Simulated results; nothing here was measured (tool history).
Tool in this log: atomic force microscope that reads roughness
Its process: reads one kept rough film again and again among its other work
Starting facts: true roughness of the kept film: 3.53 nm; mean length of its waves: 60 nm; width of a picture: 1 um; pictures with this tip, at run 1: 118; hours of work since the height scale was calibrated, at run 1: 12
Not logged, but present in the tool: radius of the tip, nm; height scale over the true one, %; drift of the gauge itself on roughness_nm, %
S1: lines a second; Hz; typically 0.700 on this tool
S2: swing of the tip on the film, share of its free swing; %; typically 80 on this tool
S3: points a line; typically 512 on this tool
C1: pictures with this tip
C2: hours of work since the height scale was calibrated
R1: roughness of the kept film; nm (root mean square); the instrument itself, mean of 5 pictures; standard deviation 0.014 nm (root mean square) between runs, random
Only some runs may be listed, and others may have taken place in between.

run   hour     S1  S2   S3   C1   C2     R1
  1    0.0  0.700  80  512  118   12  3.081
  2   23.3  0.700  71  512  147   28  3.118
      47.8  -- new tip fitted
  3   62.9  0.700  83  512   19   54  3.227
  4  119.6  0.700  83  512   90   93  3.114
  5  160.0  0.700  83  512  140  120  3.033
  6  184.3  0.700  83  512  171  136  2.992
     188.2  -- new tip fitted
  7  217.6  0.700  83  389   37  158  3.181
  8  251.3  0.700  83  389   79  181  3.113
  9  283.5  0.700  83  389  119  203  3.052
 10  308.5  0.700  80  512  151  220  3.025
     330.1  -- new tip fitted
 11  365.3  0.700  80  512   44  258  3.172
 12  402.9  0.700  80  512   91  283  3.129
 13  426.5  0.700  80  512  121  299  3.029
 14  455.8  0.700  80  512  158  319  2.985
     469.4  -- new tip fitted
 15  479.8  1.139  66  978   13  335  3.295
 16  525.8  1.139  66  978   71  366  3.166
 17  572.7  1.975  63  403  130  398  3.043
     609.3  -- new tip fitted
 18  609.3  1.975  82  403    0  422  2.991
 19  648.0  2.363  77  403   48  449  2.910
 20  701.0  0.700  79  512  115  484  3.068
 21  741.8  0.700  84  635  166  512  2.966
     749.9  -- new tip fitted
 22  797.7  0.577  90  590   60  549  3.083
 23  826.1  0.700  80  777   96  569  3.092
 24  869.0  1.449  86  640  149  598  2.826
     891.0  -- new tip fitted
 25  917.8  0.667  86  640   34  630  3.177
 26  958.3  0.667  86  640   85  658  3.102

Branching from run 26: 3 alternative next runs. What would each branch give?
  A  1008.0  0.700  81  512  147  691   ?
  B  1008.0  2.587  86  640  147  691   ?
  C  1008.0  1.623  67  475  147  691   ?

run     R1
  A  3.003
  B  2.555
  C  2.980
Stripped of hidden state, with their random variation kept, the same runs would have yielded:
run     R1
  A  3.259
  B  2.773
  C  3.234
